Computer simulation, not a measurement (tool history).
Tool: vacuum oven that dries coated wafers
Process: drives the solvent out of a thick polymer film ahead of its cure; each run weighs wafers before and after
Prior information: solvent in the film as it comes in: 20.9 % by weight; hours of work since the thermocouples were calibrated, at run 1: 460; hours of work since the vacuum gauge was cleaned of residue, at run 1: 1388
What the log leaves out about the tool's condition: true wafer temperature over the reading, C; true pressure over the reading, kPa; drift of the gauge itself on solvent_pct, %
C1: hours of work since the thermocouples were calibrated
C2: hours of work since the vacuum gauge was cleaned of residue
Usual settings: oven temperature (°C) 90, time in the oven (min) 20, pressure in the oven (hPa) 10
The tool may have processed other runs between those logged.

{"run": 1, "hour": 0.0, "oven temperature (°C)": 90, "time in the oven (min)": 20, "pressure in the oven (hPa)": 10, "C1": 460, "C2": 1388, "solvent left in the film (%)": 4.36}
{"run": 2, "hour": 31.4, "oven temperature (°C)": 90, "time in the oven (min)": 20, "pressure in the oven (hPa)": 10, "C1": 479, "C2": 1408, "solvent left in the film (%)": 4.43}
{"run": 3, "hour": 66.8, "oven temperature (°C)": 90, "time in the oven (min)": 20, "pressure in the oven (hPa)": 11.4, "C1": 501, "C2": 1430, "solvent left in the film (%)": 4.42}
{"run": 4, "hour": 98.2, "oven temperature (°C)": 90, "time in the oven (min)": 20, "pressure in the oven (hPa)": 11.4, "C1": 521, "C2": 1449, "solvent left in the film (%)": 4.35}
{"run": 5, "hour": 154.7, "oven temperature (°C)": 90, "time in the oven (min)": 20, "pressure in the oven (hPa)": 11.4, "C1": 556, "C2": 1485, "solvent left in the film (%)": 4.45}
{"run": 6, "hour": 212.5, "oven temperature (°C)": 90, "time in the oven (min)": 20, "pressure in the oven (hPa)": 11.4, "C1": 592, "C2": 1521, "solvent left in the film (%)": 4.44}
{"run": 7, "hour": 262.4, "oven temperature (°C)": 90, "time in the oven (min)": 20, "pressure in the oven (hPa)": 11.4, "C1": 623, "C2": 1552, "solvent left in the film (%)": 4.55}
{"run": 8, "hour": 289.1, "oven temperature (°C)": 90, "time in the oven (min)": 20, "pressure in the oven (hPa)": 7, "C1": 640, "C2": 1569, "solvent left in the film (%)": 4.41}
{"run": 9, "hour": 345.5, "oven temperature (°C)": 90, "time in the oven (min)": 20, "pressure in the oven (hPa)": 19.5, "C1": 675, "C2": 1604, "solvent left in the film (%)": 4.68}
{"run": 10, "hour": 388.3, "oven temperature (°C)": 90, "time in the oven (min)": 15, "pressure in the oven (hPa)": 15.1, "C1": 702, "C2": 1630, "solvent left in the film (%)": 6.27}
{"run": 11, "hour": 423.3, "oven temperature (°C)": 90, "time in the oven (min)": 17, "pressure in the oven (hPa)": 36.9, "C1": 724, "C2": 1652, "solvent left in the film (%)": 6.06}
{"hour": 435.3, "done": "oven's thermocouples calibrated"}
{"run": 12, "hour": 458.2, "oven temperature (°C)": 90, "time in the oven (min)": 17, "pressure in the oven (hPa)": 36.9, "C1": 14, "C2": 1673, "solvent left in the film (%)": 5.55}
{"run": 13, "hour": 513.8, "oven temperature (°C)": 90, "time in the oven (min)": 17, "pressure in the oven (hPa)": 36.9, "C1": 49, "C2": 1707, "solvent left in the film (%)": 5.66}
{"run": 14, "hour": 555.0, "oven temperature (°C)": 75, "time in the oven (min)": 20, "pressure in the oven (hPa)": 8, "C1": 75, "C2": 1733, "solvent left in the film (%)": 9.46}
{"run": 15, "hour": 585.0, "oven temperature (°C)": 75, "time in the oven (min)": 22, "pressure in the oven (hPa)": 8, "C1": 93, "C2": 1752, "solvent left in the film (%)": 8.95}
{"run": 16, "hour": 629.0, "oven temperature (°C)": 75, "time in the oven (min)": 22, "pressure in the oven (hPa)": 8, "C1": 121, "C2": 1779, "solvent left in the film (%)": 9.18}
{"run": 17, "hour": 658.5, "oven temperature (°C)": 86, "time in the oven (min)": 12, "pressure in the oven (hPa)": 8, "C1": 139, "C2": 1798, "solvent left in the film (%)": 8.68}
{"run": 18, "hour": 703.8, "oven temperature (°C)": 90, "time in the oven (min)": 13, "pressure in the oven (hPa)": 11.9, "C1": 168, "C2": 1826, "solvent left in the film (%)": 6.81}

Below, some changes in solvent left in the film (%) between adjacent runs. For each, the amount present without the hidden state too (settings, incoming material, random variation) and the amount remaining for the hidden state with gauge scatter not shared by both compared results:
Run 11 -> 12: oven's thermocouples calibrated. solvent left in the film (%) -0.51: hidden state -0.46, all else -0.05.
Run 13 -> 14: oven temperature (°C) 90 -> 75, time in the oven (min) 17 -> 20, pressure in the oven (hPa) 36.9 -> 8. solvent left in the film (%) +3.8: hidden state +0.07, all else +3.73.
